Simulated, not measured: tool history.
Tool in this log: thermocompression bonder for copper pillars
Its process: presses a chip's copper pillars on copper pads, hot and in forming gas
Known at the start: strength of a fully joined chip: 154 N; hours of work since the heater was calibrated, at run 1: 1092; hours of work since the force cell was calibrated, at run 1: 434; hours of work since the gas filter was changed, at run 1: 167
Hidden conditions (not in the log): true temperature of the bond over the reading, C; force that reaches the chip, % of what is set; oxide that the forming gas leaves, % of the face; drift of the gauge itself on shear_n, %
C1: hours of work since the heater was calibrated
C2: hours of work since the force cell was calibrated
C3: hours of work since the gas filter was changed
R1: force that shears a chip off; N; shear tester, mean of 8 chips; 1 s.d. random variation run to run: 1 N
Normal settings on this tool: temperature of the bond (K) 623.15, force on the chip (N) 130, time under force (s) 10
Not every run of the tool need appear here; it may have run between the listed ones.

Run 1, hour 0: usual settings; C1 1092; C2 434; C3 167. Result: R1 106.4 N.
Run 2, hour 33.5: usual settings; C1 1107; C2 449; C3 182. Result: R1 107.3 N.
Run 3, hour 61.9: usual settings; C1 1120; C2 462; C3 195. Result: R1 106.5 N.
Run 4, hour 118.7: usual settings; C1 1146; C2 487; C3 221. Result: R1 105.2 N.
At hour 150.9: heater calibrated with a thermocouple chip.
Run 5, hour 151.9: usual settings; C1 0; C2 501; C3 235. Result: R1 105.8 N.
Run 6, hour 213.5: usual settings; C1 28; C2 529; C3 262. Result: R1 106.7 N.
Run 7, hour 269.8: usual settings; C1 54; C2 554; C3 288. Result: R1 105.9 N.
Run 8, hour 325.7: usual settings; C1 79; C2 580; C3 313. Result: R1 105.3 N.
Run 9, hour 353: usual settings but temperature of the bond (K) 609.15, time under force (s) 7; C1 91; C2 592; C3 325. Result: R1 88 N.
Run 10, hour 383.1: usual settings but temperature of the bond (K) 609.15, time under force (s) 7; C1 105; C2 606; C3 339. Result: R1 84.6 N.
Run 11, hour 437.4: usual settings but temperature of the bond (K) 612.15, time under force (s) 25; C1 129; C2 630; C3 363. Result: R1 123.2 N.
Run 12, hour 473.4: usual settings but temperature of the bond (K) 612.15, time under force (s) 25; C1 145; C2 646; C3 380. Result: R1 124.4 N.
At hour 497.9: forming gas filter changed.
Run 13, hour 503.8: usual settings; C1 159; C2 660; C3 3. Result: R1 106.6 N.
Run 14, hour 543.6: usual settings but force on the chip (N) 104, time under force (s) 6; C1 177; C2 678; C3 21. Result: R1 78.5 N.

Across each entry between runs, compare the hidden state at the last listed run before it with the hidden state at the first listed run after it:
Runs 4 to 5: heater calibrated with a thermocouple chip (hour 150.9)
  true temperature of the bond over the reading, C: -0.6 -> 0; oxide that the forming gas leaves, % of the face: 0.66 -> 0.67
Runs 12 to 13: forming gas filter changed (hour 497.9)
  oxide that the forming gas leaves, % of the face: 0.77 -> 0.51
